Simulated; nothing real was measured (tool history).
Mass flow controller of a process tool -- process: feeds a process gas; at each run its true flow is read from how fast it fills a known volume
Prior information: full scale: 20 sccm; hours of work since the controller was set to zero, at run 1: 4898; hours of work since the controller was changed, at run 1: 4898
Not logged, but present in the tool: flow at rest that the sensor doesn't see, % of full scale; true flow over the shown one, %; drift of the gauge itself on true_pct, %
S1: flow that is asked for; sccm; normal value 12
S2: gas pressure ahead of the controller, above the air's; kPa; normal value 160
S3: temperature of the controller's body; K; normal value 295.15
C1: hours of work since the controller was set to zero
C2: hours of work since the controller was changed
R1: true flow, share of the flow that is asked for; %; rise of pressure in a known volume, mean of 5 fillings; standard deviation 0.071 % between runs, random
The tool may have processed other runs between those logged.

| run | hour | S1 | S2 | S3 | C1 | C2 | R1 |
|---|---|---|---|---|---|---|---|
| 1 | 0.0 | 12 | 160 | 295.15 | 4898 | 4898 | 100.40 |
| 2 | 297.5 | 12 | 160 | 295.15 | 5064 | 5064 | 100.29 |
| 3 | 535.4 | 12 | 160 | 295.15 | 5197 | 5197 | 100.29 |
| 4 | 879.1 | 12 | 160 | 295.15 | 5390 | 5390 | 100.26 |
| 5 | 1231.0 | 12 | 160 | 295.15 | 5586 | 5586 | 100.37 |
| 6 | 1402.7 | 12 | 160 | 295.15 | 5682 | 5682 | 100.32 |
| 7 | 1697.6 | 12 | 160 | 295.15 | 5847 | 5847 | 100.28 |
| 8 | 1962.0 | 12 | 233 | 295.15 | 5995 | 5995 | 99.82 |
| 9 | 2214.3 | 3 | 233 | 295.15 | 6136 | 6136 | 99.73 |
| 10 | 2427.1 | 9 | 160 | 295.15 | 6255 | 6255 | 100.23 |
| 11 | 2739.9 | 12 | 160 | 295.15 | 6430 | 6430 | 100.21 |
| 12 | 2914.2 | 4 | 160 | 295.15 | 6528 | 6528 | 99.97 |
| 13 | 3248.2 | 4 | 160 | 295.15 | 6715 | 6715 | 100.01 |
|  | 3401.5 | controller's zero set anew |
| 14 | 3630.3 | 14 | 160 | 312.15 | 128 | 6928 | 99.11 |
| 15 | 3858.7 | 12 | 160 | 302.15 | 256 | 7056 | 99.68 |
| 16 | 4039.9 | 12 | 160 | 302.15 | 357 | 7157 | 99.66 |
| 17 | 4240.2 | 2 | 236 | 302.15 | 469 | 7269 | 99.20 |
| 18 | 4575.3 | 2 | 176 | 299.15 | 656 | 7456 | 99.76 |
| 19 | 4818.3 | 12 | 159 | 307.15 | 792 | 7592 | 99.24 |
| 20 | 5144.2 | 4 | 186 | 298.15 | 975 | 7775 | 99.81 |
| 21 | 5507.4 | 3 | 217 | 303.15 | 1178 | 7978 | 99.22 |
| 22 | 5692.9 | 2 | 143 | 303.15 | 1281 | 8081 | 99.57 |
| 23 | 6069.2 | 6 | 232 | 295.15 | 1492 | 8292 | 99.76 |
| 24 | 6308.1 | 6 | 148 | 295.15 | 1626 | 8426 | 100.29 |

3 ways to go on from here, each from the tool as it stands after run 24. What would each give?
| A | 6562.1 | 10 | 187 | 303.15 | 1768 | 8568 | ? |
| B | 6562.1 | 6 | 262 | 308.15 | 1768 | 8568 | ? |
| C | 6562.1 | 14 | 201 | 312.15 | 1768 | 8568 | ? |

| run | R1 |
|---|---|
| A | 99.55 |
| B | 98.69 |
| C | 98.75 |
Without the tool's unlogged condition, the same runs would have read:
| run | R1 |
|---|---|
| A | 99.58 |
| B | 98.71 |
| C | 98.77 |
